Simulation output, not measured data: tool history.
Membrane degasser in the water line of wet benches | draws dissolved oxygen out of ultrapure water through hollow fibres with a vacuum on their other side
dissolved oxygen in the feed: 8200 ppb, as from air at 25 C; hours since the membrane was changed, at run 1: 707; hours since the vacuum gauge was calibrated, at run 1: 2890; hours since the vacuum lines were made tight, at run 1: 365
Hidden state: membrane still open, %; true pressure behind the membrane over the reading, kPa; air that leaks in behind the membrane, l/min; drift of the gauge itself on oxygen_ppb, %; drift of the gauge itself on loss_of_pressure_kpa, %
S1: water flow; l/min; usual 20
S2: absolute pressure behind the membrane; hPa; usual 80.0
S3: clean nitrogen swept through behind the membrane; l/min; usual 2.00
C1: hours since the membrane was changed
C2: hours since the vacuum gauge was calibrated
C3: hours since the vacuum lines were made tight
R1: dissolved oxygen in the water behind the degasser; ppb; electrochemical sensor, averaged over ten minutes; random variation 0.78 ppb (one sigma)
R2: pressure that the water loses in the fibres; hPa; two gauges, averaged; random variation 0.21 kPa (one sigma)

run	hour	S1	S2	S3	C1	C2	C3	R1	R2
1	0.0	20	80.0	2.00	707	2890	365	125.8	487.2
2	44.9	20	80.0	2.00	752	2935	410	125.2	489.1
3	82.4	20	80.0	1.30	790	2973	448	180.7	483.6
4	130.2	24	80.0	2.00	838	3020	496	158.7	585.4
5	176.8	24	80.0	2.00	884	3067	542	160.1	584.3
6	197.7	20	80.0	2.00	905	3088	563	126.0	489.4
7	235.1	20	80.0	2.00	943	3125	601	125.7	485.3
8	257.9	20	80.0	2.00	965	3148	623	125.8	488.3
9	304.6	20	80.0	2.00	1012	3195	670	126.2	488.7
10	340.5	20	80.0	4.43	1048	3231	706	64.4	489.9
11	372.5	20	75.5	2.00	1080	3263	738	115.4	486.9
12	419.3	20	80.0	2.00	1127	3310	785	125.1	490.3
13	440.1	20	49.0	2.00	1148	3330	806	53.4	486.9
14	463.1	20	49.0	2.00	1171	3353	829	53.5	491.5
15	486.3	20	49.0	2.00	1194	3377	852	53.3	489.2
16	525.8	20	49.0	2.00	1233	3416	891	53.4	490.0
# hour 529.1: vacuum gauge calibrated
17	567.0	20	49.0	2.00	1274	38	932	55.1	489.7
18	600.0	30	71.2	4.07	1307	71	965	136.5	730.5
19	650.1	20	80.0	2.73	1357	121	1015	97.1	488.2
# hour 685.2: vacuum gauge calibrated, once more
20	694.5	28	71.7	2.73	1401	9	1059	144.9	684.4
21	732.6	21	64.3	4.60	1439	47	1097	50.2	516.2
22	773.1	30	54.3	4.60	1480	88	1138	100.0	733.2
23	814.5	30	54.3	4.60	1521	129	1179	98.7	739.0
24	837.0	31	57.9	5.69	1543	152	1201	105.5	756.8
25	881.1	27	57.9	0.96	1588	196	1246	195.6	661.1
26	903.9	27	57.9	3.85	1610	219	1268	85.6	660.4
27	936.4	27	57.9	3.85	1643	251	1301	86.9	661.2
28	981.3	20	119.2	2.00	1688	296	1346	211.1	484.4
29	1019.2	20	80.0	1.32	1726	334	1384	176.5	490.0
30	1043.8	20	80.0	1.32	1750	359	1408	176.0	490.5
31	1085.3	25	182.1	0.99	1792	400	1450	777.1	614.9
32	1128.1	30	182.1	1.28	1835	443	1492	773.3	729.1
33	1169.3	19	134.7	0.87	1876	484	1534	476.0	465.3

3 ways to go on from here, each from the tool as it stands after run 33. What would each give?
A	1213.6	20	192.1	5.47	1920	528	1578	?	?
B	1213.6	19	79.5	2.38	1920	528	1578	?	?
C	1213.6	31	80.0	5.79	1920	528	1578	?	?

run	R1	R2
A	155.3	490.1
B	99.8	470.0
C	135.3	760.7
Without the tool's hidden state the same runs would have given:
run	R1	R2
A	153.4	486.4
B	98.3	466.4
C	132.1	755.0

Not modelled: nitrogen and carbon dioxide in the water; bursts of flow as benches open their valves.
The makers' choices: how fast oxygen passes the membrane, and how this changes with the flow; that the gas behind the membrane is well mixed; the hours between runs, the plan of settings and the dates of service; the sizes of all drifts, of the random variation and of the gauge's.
